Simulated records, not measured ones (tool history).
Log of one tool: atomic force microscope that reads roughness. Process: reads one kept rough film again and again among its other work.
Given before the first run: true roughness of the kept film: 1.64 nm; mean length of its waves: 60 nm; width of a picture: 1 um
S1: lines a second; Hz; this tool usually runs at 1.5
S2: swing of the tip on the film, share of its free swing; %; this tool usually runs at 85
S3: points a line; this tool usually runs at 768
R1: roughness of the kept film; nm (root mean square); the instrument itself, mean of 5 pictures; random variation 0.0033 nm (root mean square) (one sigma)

run	hour	S1	S2	S3	R1
1	0	1.5	85	768	1.423
2	20.8	1.5	85	778	1.408
3	43.4	1.5	85	778	1.428
4	74.5	1.5	85	778	1.431
5	92.3	1.5	85	778	1.417
6	107.1	1.5	85	778	1.399
7	128.4	1.5	87	768	1.404
8	159.8	1.27	85	768	1.452
9	186.3	1.5	85	768	1.401
10	201.4	1.5	85	768	1.421
11	220	1.93	85	768	1.358
12	247.6	1.5	85	768	1.413
13	277.5	1.2	71	945	1.521
14	294.1	1.2	71	945	1.504
15	313.9	2.91	71	945	1.439
16	334.5	0.52	84	425	1.518
17	364.8	1.01	84	513	1.478
18	392.6	1.06	84	513	1.482
19	407.4	1.06	84	513	1.468
20	436.6	3.08	72	578	1.411
21	460.5	1.5	85	630	1.398
22	474.8	1.01	90	568	1.447
23	493.6	1.01	90	568	1.428

Withheld: 12 entries from between the runs. Position of each, and hidden state at the listed run before versus the listed run after:
From run 2 to run 3: new tip fitted (hour 28.3)
  radius of the tip, nm: 16.4 -> 10.4; height scale over the true one, %: -0.52 -> -0.55
  difference, measured minus the result without the unlogged condition, R1: -0.037 -> -0.021 nm (root mean square)
From run 3 to run 4: new tip fitted (hour 69)
  radius of the tip, nm: 10.4 -> 7.4; height scale over the true one, %: -0.55 -> -0.6
  difference, measured minus the result without the unlogged condition, R1: -0.021 -> -0.015 nm (root mean square)
From run 6 to run 7: new tip fitted (hour 109)
  radius of the tip, nm: 19.2 -> 12.1; height scale over the true one, %: -0.64 -> -0.67
  difference, measured minus the result without the unlogged condition, R1: -0.044 -> -0.027 nm (root mean square)
From run 7 to run 8: new tip fitted (hour 148.6)
  radius of the tip, nm: 12.1 -> 9.1; height scale over the true one, %: -0.67 -> -0.71
  difference, measured minus the result without the unlogged condition, R1: -0.027 -> -0.021 nm (root mean square)
From run 9 to run 10: new tip fitted (hour 188.2)
  radius of the tip, nm: 18.9 -> 9.9; height scale over the true one, %: -0.75 -> -0.77
  difference, measured minus the result without the unlogged condition, R1: -0.046 -> -0.023 nm (root mean square)
From run 11 to run 12: new tip fitted (hour 228.2)
  radius of the tip, nm: 16.7 -> 12.7; height scale over the true one, %: -0.79 -> -0.83
  difference, measured minus the result without the unlogged condition, R1: -0.039 -> -0.032 nm (root mean square)
From run 12 to run 13: new tip fitted (hour 268.5)
  radius of the tip, nm: 12.7 -> 9; height scale over the true one, %: -0.83 -> -0.87
  difference, measured minus the result without the unlogged condition, R1: -0.032 -> -0.025 nm (root mean square)
From run 14 to run 15: new tip fitted (hour 308.1)
  radius of the tip, nm: 15.4 -> 7.6; height scale over the true one, %: -0.9 -> -0.92
  difference, measured minus the result without the unlogged condition, R1: -0.041 -> -0.02 nm (root mean square)
From run 16 to run 17: new tip fitted (hour 348.8)
  radius of the tip, nm: 15.1 -> 11.1; height scale over the true one, %: -0.95 -> -0.99
  difference, measured minus the result without the unlogged condition, R1: -0.042 -> -0.031 nm (root mean square)
From run 17 to run 18: new tip fitted (hour 388.9)
  radius of the tip, nm: 11.1 -> 6.9; height scale over the true one, %: -0.99 -> -1.03
  difference, measured minus the result without the unlogged condition, R1: -0.031 -> -0.021 nm (root mean square)
From run 19 to run 20: new tip fitted (hour 429.7)
  radius of the tip, nm: 12.4 -> 8.1; height scale over the true one, %: -1.05 -> -1.1
  difference, measured minus the result without the unlogged condition, R1: -0.036 -> -0.023 nm (root mean square)
From run 21 to run 22: new tip fitted (hour 470.4)
  radius of the tip, nm: 17.3 -> 7; height scale over the true one, %: -1.13 -> -1.14
  difference, measured minus the result without the unlogged condition, R1: -0.047 -> -0.022 nm (root mean square)
